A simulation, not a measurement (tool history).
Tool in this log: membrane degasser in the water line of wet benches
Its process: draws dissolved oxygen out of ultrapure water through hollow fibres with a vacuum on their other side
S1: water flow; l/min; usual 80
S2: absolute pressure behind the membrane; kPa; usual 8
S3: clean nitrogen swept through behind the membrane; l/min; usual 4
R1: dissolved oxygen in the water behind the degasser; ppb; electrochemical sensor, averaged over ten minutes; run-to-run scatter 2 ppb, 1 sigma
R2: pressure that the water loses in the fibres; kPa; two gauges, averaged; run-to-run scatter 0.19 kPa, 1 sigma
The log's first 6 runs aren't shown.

Run 7, hour 442.4: usual settings but S1 58 l/min, S3 6.43 l/min. Result: R1 108.2 ppb, R2 28.01 kPa.
Run 8, hour 516.9: usual settings but S1 58 l/min, S3 6.43 l/min. Result: R1 107 ppb, R2 27.66 kPa.
Run 9, hour 577.3: usual settings but S1 58 l/min, S3 6.43 l/min. Result: R1 106.7 ppb, R2 27.76 kPa.
Run 10, hour 631.8: usual settings but S3 4.04 l/min. Result: R1 227.8 ppb, R2 38.47 kPa.
Run 11, hour 685.4: usual settings but S3 4.04 l/min. Result: R1 228.6 ppb, R2 38.8 kPa.
Run 12, hour 747.5: usual settings but S3 4.04 l/min. Result: R1 227.4 ppb, R2 38.28 kPa.
Run 13, hour 821.7: usual settings but S3 4.04 l/min. Result: R1 227.4 ppb, R2 38.8 kPa.
Run 14, hour 921.9: usual settings but S3 4.04 l/min. Result: R1 222.9 ppb, R2 38.62 kPa.
Run 15, hour 1026.9: usual settings but S3 4.04 l/min. Result: R1 228.7 ppb, R2 38.41 kPa.
Run 16, hour 1120.9: usual settings. Result: R1 229.7 ppb, R2 38.78 kPa.
Run 17, hour 1185.3: usual settings but S1 77 l/min, S3 9.44 l/min. Result: R1 109.1 ppb, R2 37.13 kPa.
At hour 1242.8: vacuum gauge calibrated.
Run 18, hour 1273.4: usual settings but S2 5.78 kPa, S3 3.84 l/min. Result: R1 140.4 ppb, R2 38.59 kPa.
Run 19, hour 1316: usual settings but S1 95 l/min. Result: R1 283.2 ppb, R2 45.63 kPa.
Run 20, hour 1402.8: usual settings but S1 107 l/min, S2 8.51 kPa, S3 2.54 l/min. Result: R1 485.6 ppb, R2 51.55 kPa.
Run 21, hour 1447.5: usual settings but S1 107 l/min, S2 8.51 kPa, S3 2.54 l/min. Result: R1 487.8 ppb, R2 51.4 kPa.
Run 22, hour 1550.9: usual settings but S1 63 l/min, S2 8.51 kPa, S3 3.09 l/min. Result: R1 242.9 ppb, R2 30.39 kPa.
Run 23, hour 1609.7: usual settings but S1 63 l/min, S2 8.51 kPa, S3 3.09 l/min. Result: R1 249.9 ppb, R2 30.9 kPa.
Run 24, hour 1706.6: usual settings but S1 57 l/min, S2 8.51 kPa, S3 4.03 l/min. Result: R1 177.8 ppb, R2 27.62 kPa.

Forecast run 25:
Run 25, hour 1749.7: usual settings but S1 109 l/min, S2 5.85 kPa, S3 4.48 l/min. Result: R1 ?, R2 ?.

{"run 25": {"R1": 199.8, "R2": 52.79}}
Were there no unlogged condition in the tool, this run, its random variation unchanged, would have produced R1 189 ppb, R2 51.78 kPa.
